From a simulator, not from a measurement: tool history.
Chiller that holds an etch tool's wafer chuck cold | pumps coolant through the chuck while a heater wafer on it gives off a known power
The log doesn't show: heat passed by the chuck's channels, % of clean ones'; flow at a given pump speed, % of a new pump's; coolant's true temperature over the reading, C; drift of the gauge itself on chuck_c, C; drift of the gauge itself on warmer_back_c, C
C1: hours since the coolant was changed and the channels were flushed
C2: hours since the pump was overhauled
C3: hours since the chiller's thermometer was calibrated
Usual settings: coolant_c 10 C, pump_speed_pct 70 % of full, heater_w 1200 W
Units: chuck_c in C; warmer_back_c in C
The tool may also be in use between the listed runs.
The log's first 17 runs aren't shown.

run 18 hour=2072.5 | coolant_c=5 pump_speed_pct=95 heater_w=1222 | C1=1367 C2=2753 C3=1011 | chuck_c=11.85 warmer_back_c=2.89
run 19 hour=2203.9 | coolant_c=5 pump_speed_pct=95 heater_w=1222 | C1=1498 C2=2885 C3=1143 | chuck_c=11.54 warmer_back_c=2.91
run 20 hour=2370.1 | coolant_c=17 pump_speed_pct=84 heater_w=1031 | C1=1664 C2=3051 C3=1309 | chuck_c=23.28 warmer_back_c=2.89
run 21 hour=2449.8 | coolant_c=17 pump_speed_pct=69 heater_w=1031 | C1=1744 C2=3131 C3=1389 | chuck_c=24.25 warmer_back_c=3.59
run 22 hour=2558.7 | coolant_c=16 pump_speed_pct=74 heater_w=1031 | C1=1853 C2=3240 C3=1498 | chuck_c=22.86 warmer_back_c=3.36
run 23 hour=2736.1 | coolant_c=5 pump_speed_pct=74 heater_w=995 | C1=2030 C2=3417 C3=1675 | chuck_c=11.76 warmer_back_c=3.25
run 24 hour=2903.5 | coolant_c=1 pump_speed_pct=70 heater_w=1257 | C1=2198 C2=3585 C3=1842 | chuck_c=9.79 warmer_back_c=4.28
run 25 hour=3047.1 | coolant_c=13 pump_speed_pct=70 heater_w=607 | C1=2341 C2=3728 C3=1986 | chuck_c=17.20 warmer_back_c=2.16
run 26 hour=3162.1 | coolant_c=10 pump_speed_pct=95 heater_w=1200 | C1=2456 C2=3843 C3=2101 | chuck_c=16.58 warmer_back_c=3.02
run 27 hour=3287.1 | coolant_c=10 pump_speed_pct=95 heater_w=1200 | C1=2581 C2=3968 C3=2226 | chuck_c=16.47 warmer_back_c=3.05
run 28 hour=3443.8 | coolant_c=10 pump_speed_pct=95 heater_w=1200 | C1=2738 C2=4125 C3=2383 | chuck_c=16.59 warmer_back_c=3.09
run 29 hour=3581.5 | coolant_c=11 pump_speed_pct=95 heater_w=928 | C1=2876 C2=4262 C3=2520 | chuck_c=16.05 warmer_back_c=2.46
run 30 hour=3662.9 | coolant_c=20 pump_speed_pct=98 heater_w=1605 | C1=2957 C2=4344 C3=2602 | chuck_c=28.69 warmer_back_c=3.95
run 31 hour=3839.7 | coolant_c=20 pump_speed_pct=65 heater_w=1605 | C1=3134 C2=4521 C3=2779 | chuck_c=31.92 warmer_back_c=6.05
run 32 hour=3965.0 | coolant_c=20 pump_speed_pct=65 heater_w=1605 | C1=3259 C2=4646 C3=2904 | chuck_c=31.95 warmer_back_c=6.08

3 ways to go on from here, each from the tool as it stands after run 32. What would each give?
run A hour=4069.1 | coolant_c=15 pump_speed_pct=65 heater_w=1605 | C1=3363 C2=4750 C3=3008 | chuck_c=? warmer_back_c=?
run B hour=4069.1 | coolant_c=15 pump_speed_pct=91 heater_w=832 | C1=3363 C2=4750 C3=3008 | chuck_c=? warmer_back_c=?
run C hour=4069.1 | coolant_c=1 pump_speed_pct=87 heater_w=694 | C1=3363 C2=4750 C3=3008 | chuck_c=? warmer_back_c=?

run=A chuck_c=27.00 warmer_back_c=6.03
run=B chuck_c=19.72 warmer_back_c=2.36
run=C chuck_c=5.00 warmer_back_c=2.09
Without the tool's hidden state the same runs would have given:
run=A chuck_c=26.97 warmer_back_c=5.70
run=B chuck_c=19.73 warmer_back_c=2.04
run=C chuck_c=5.01 warmer_back_c=1.77

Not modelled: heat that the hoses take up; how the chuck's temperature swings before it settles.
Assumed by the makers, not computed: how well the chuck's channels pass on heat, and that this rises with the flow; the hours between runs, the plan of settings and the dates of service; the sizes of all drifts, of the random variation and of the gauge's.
